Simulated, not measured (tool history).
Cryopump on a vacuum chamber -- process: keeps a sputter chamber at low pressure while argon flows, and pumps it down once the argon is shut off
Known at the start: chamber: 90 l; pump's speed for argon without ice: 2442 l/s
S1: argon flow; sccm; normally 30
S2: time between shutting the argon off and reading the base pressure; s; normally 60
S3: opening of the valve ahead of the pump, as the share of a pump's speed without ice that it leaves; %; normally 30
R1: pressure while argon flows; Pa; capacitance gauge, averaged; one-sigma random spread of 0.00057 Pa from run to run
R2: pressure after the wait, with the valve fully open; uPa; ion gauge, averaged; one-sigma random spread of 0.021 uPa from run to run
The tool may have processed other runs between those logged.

| run | hour | S1 | S2 | S3 | R1 | R2 |
|---|---|---|---|---|---|---|
| 1 | 0.0 | 30 | 60 | 30 | 0.0726 | 0.94 |
| 2 | 42.4 | 25 | 60 | 30 | 0.0613 | 0.98 |
| 3 | 83.8 | 25 | 60 | 30 | 0.0616 | 0.97 |
| 4 | 152.9 | 25 | 60 | 30 | 0.0614 | 1.04 |
|  | 178.4 | pump warmed up, emptied and cooled again |
| 5 | 219.4 | 30 | 60 | 17 | 0.1223 | 0.88 |
| 6 | 279.6 | 30 | 60 | 18 | 0.1159 | 0.91 |
| 7 | 318.2 | 30 | 60 | 18 | 0.1170 | 0.96 |
| 8 | 352.5 | 30 | 60 | 18 | 0.1173 | 0.92 |
| 9 | 399.8 | 30 | 60 | 18 | 0.1183 | 0.98 |
| 10 | 429.5 | 30 | 60 | 30 | 0.0716 | 1.00 |
| 11 | 471.7 | 30 | 60 | 30 | 0.0724 | 1.02 |
| 12 | 516.7 | 30 | 60 | 30 | 0.0721 | 1.00 |
|  | 546.9 | leaking fittings of the chamber tightened, without venting |
| 13 | 562.6 | 30 | 60 | 29 | 0.0750 | 0.39 |
| 14 | 613.0 | 30 | 60 | 29 | 0.0753 | 0.43 |
| 15 | 646.7 | 30 | 60 | 29 | 0.0759 | 0.47 |
| 16 | 684.9 | 30 | 60 | 30 | 0.0731 | 0.42 |
| 17 | 753.6 | 30 | 60 | 30 | 0.0749 | 0.44 |
| 18 | 787.5 | 30 | 159 | 30 | 0.0753 | 0.30 |
|  | 829.0 | pump warmed up, emptied and cooled again |
| 19 | 844.3 | 30 | 159 | 30 | 0.0709 | 0.26 |
| 20 | 906.8 | 30 | 159 | 30 | 0.0704 | 0.31 |
| 21 | 935.8 | 14 | 46 | 30 | 0.0321 | 0.56 |
| 22 | 987.1 | 47 | 58 | 54 | 0.0638 | 0.51 |
| 23 | 1044.6 | 47 | 295 | 54 | 0.0644 | 0.29 |
| 24 | 1107.1 | 47 | 295 | 54 | 0.0649 | 0.27 |
| 25 | 1171.5 | 34 | 28 | 32 | 0.0785 | 0.87 |
| 26 | 1238.4 | 39 | 37 | 30 | 0.0942 | 0.70 |
| 27 | 1301.1 | 23 | 21 | 30 | 0.0561 | 1.07 |
| 28 | 1369.0 | 23 | 140 | 30 | 0.0566 | 0.41 |
| 29 | 1429.3 | 23 | 140 | 30 | 0.0575 | 0.43 |
|  | 1478.2 | pump warmed up, emptied and cooled again |
| 30 | 1490.9 | 23 | 140 | 30 | 0.0544 | 0.44 |
| 31 | 1522.5 | 30 | 77 | 34 | 0.0629 | 0.50 |
| 32 | 1566.2 | 30 | 77 | 34 | 0.0634 | 0.49 |
| 33 | 1608.1 | 51 | 147 | 30 | 0.1217 | 0.44 |
| 34 | 1669.1 | 30 | 28 | 22 | 0.0959 | 0.87 |

Some steps in R1 between neighbouring runs. How much of each would the tool show without its hidden state too (settings, what came in, random variation), and how much is left for the hidden state, with any gauge scatter that isn't in both results?
Hidden state at play: pump's speed, % of a pump's without ice; cold plate's temperature, K; leak into the chamber, uPa l/s; drift of the gauge itself on working_pa, %; drift of the gauge itself on base_upa, %.
Run 4 -> 5: S1 25 -> 30, S3 30 -> 17, pump warmed up, emptied and cooled again. R1 +0.0609 Pa: hidden state -0.0031, all else +0.0640.
Run 9 -> 10: S3 18 -> 30. R1 -0.0467 Pa: hidden state +0.0003, all else -0.0470.
Run 18 -> 19: pump warmed up, emptied and cooled again. R1 -0.0044 Pa: hidden state -0.0042, all else -0.0002.
Run 29 -> 30: pump warmed up, emptied and cooled again. R1 -0.0031 Pa: hidden state -0.0029, all else -0.0002.
Run 32 -> 33: S1 30 -> 51, S2 77 -> 147, S3 34 -> 30. R1 +0.0583 Pa: hidden state +0.0016, all else +0.0567.
